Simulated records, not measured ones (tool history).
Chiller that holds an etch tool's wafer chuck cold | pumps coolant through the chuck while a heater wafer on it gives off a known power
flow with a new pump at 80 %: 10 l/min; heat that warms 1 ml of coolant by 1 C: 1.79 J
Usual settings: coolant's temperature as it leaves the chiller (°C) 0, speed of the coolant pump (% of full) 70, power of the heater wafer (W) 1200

| run | hour | coolant's temperature as it leaves the chiller (°C) | speed of the coolant pump (% of full) | power of the heater wafer (W) | chuck's temperature once it has settled (°C) | how much warmer the coolant comes back (C) |
|---|---|---|---|---|---|---|
| 1 | 0 | 0 | 70 | 1200 | 16.4 | 4.64 |
| 2 | 28.4 | 0 | 70 | 1200 | 16.5 | 4.66 |
| 3 | 62.1 | 0 | 70 | 1200 | 16.5 | 4.58 |
| 4 | 91.1 | 0 | 70 | 1200 | 16.4 | 4.59 |
| 5 | 122.2 | 0 | 70 | 1200 | 16.5 | 4.6 |
| 6 | 141.9 | 0 | 70 | 1200 | 16.6 | 4.58 |
| 7 | 164.6 | 0 | 70 | 1200 | 16.5 | 4.61 |
| 8 | 191 | 0 | 70 | 1200 | 16.6 | 4.67 |
| 9 | 218 | 0 | 70 | 1200 | 16.5 | 4.67 |
| 10 | 251.1 | 0 | 70 | 1655 | 22.8 | 6.41 |
| 11 | 268.1 | 0 | 70 | 1655 | 22.8 | 6.37 |
| 12 | 290.3 | 0 | 70 | 1655 | 22.8 | 6.4 |
| 13 | 313 | 0 | 70 | 1655 | 22.8 | 6.4 |
| 14 | 337.1 | 0 | 70 | 1655 | 23 | 6.38 |
| 15 | 368.4 | 0 | 70 | 1070 | 15 | 4.19 |
| 16 | 393.9 | 0 | 91 | 1070 | 11.8 | 3.2 |
| 17 | 416.6 | -1 | 61 | 724 | 10.5 | 3.22 |
| 18 | 431.8 | -1 | 61 | 724 | 10.5 | 3.22 |
| 19 | 449.7 | 5 | 76 | 1294 | 21.7 | 4.59 |
| 20 | 480 | 2 | 88 | 1294 | 16.9 | 3.97 |
| 21 | 494.9 | 2 | 88 | 1294 | 16.8 | 3.99 |
| 22 | 517 | 2 | 88 | 1294 | 16.8 | 4.02 |
| 23 | 532.4 | 2 | 67 | 1294 | 20.9 | 5.23 |
| 24 | 546.2 | 2 | 63 | 1749 | 28.8 | 7.46 |
| 25 | 569.2 | -8 | 65 | 848 | 4.6 | 3.48 |
|  | 583.3 | chiller's thermometer calibrated |
| 26 | 600 | 4 | 73 | 1212 | 19.9 | 4.49 |
| 27 | 623.1 | 4 | 73 | 844 | 15.1 | 3.19 |
| 28 | 655.9 | 4 | 69 | 634 | 12.7 | 2.46 |
| 29 | 683.5 | 4 | 69 | 634 | 12.8 | 2.51 |
| 30 | 707.3 | 4 | 63 | 1785 | 31 | 7.69 |
| 31 | 740.8 | 1 | 73 | 1731 | 24 | 6.35 |

The same runs without the tool's hidden state, with the same run-to-run variation:
The hidden state here: heat passed by the chuck's channels, % of clean ones'; flow at a given pump speed, % of a new pump's; coolant's true temperature over the reading, C; drift of the gauge itself on chuck_c, C; drift of the gauge itself on warmer_back_c, C.
| run | chuck's temperature once it has settled (°C) | how much warmer the coolant comes back (C) |
|---|---|---|
| 1 | 14.6 | 4.62 |
| 2 | 14.7 | 4.64 |
| 3 | 14.7 | 4.56 |
| 4 | 14.6 | 4.56 |
| 5 | 14.6 | 4.57 |
| 6 | 14.7 | 4.55 |
| 7 | 14.6 | 4.58 |
| 8 | 14.7 | 4.64 |
| 9 | 14.6 | 4.63 |
| 10 | 20.2 | 6.36 |
| 11 | 20.2 | 6.32 |
| 12 | 20.2 | 6.35 |
| 13 | 20.1 | 6.35 |
| 14 | 20.3 | 6.33 |
| 15 | 13.1 | 4.16 |
| 16 | 10.2 | 3.17 |
| 17 | 8.9 | 3.19 |
| 18 | 8.9 | 3.19 |
| 19 | 19.6 | 4.54 |
| 20 | 14.9 | 3.93 |
| 21 | 14.9 | 3.95 |
| 22 | 14.8 | 3.98 |
| 23 | 18.5 | 5.17 |
| 24 | 25.5 | 7.37 |
| 25 | 2.8 | 3.44 |
| 26 | 18.2 | 4.43 |
| 27 | 13.9 | 3.15 |
| 28 | 11.7 | 2.42 |
| 29 | 11.8 | 2.48 |
| 30 | 27.9 | 7.59 |
| 31 | 21.4 | 6.26 |
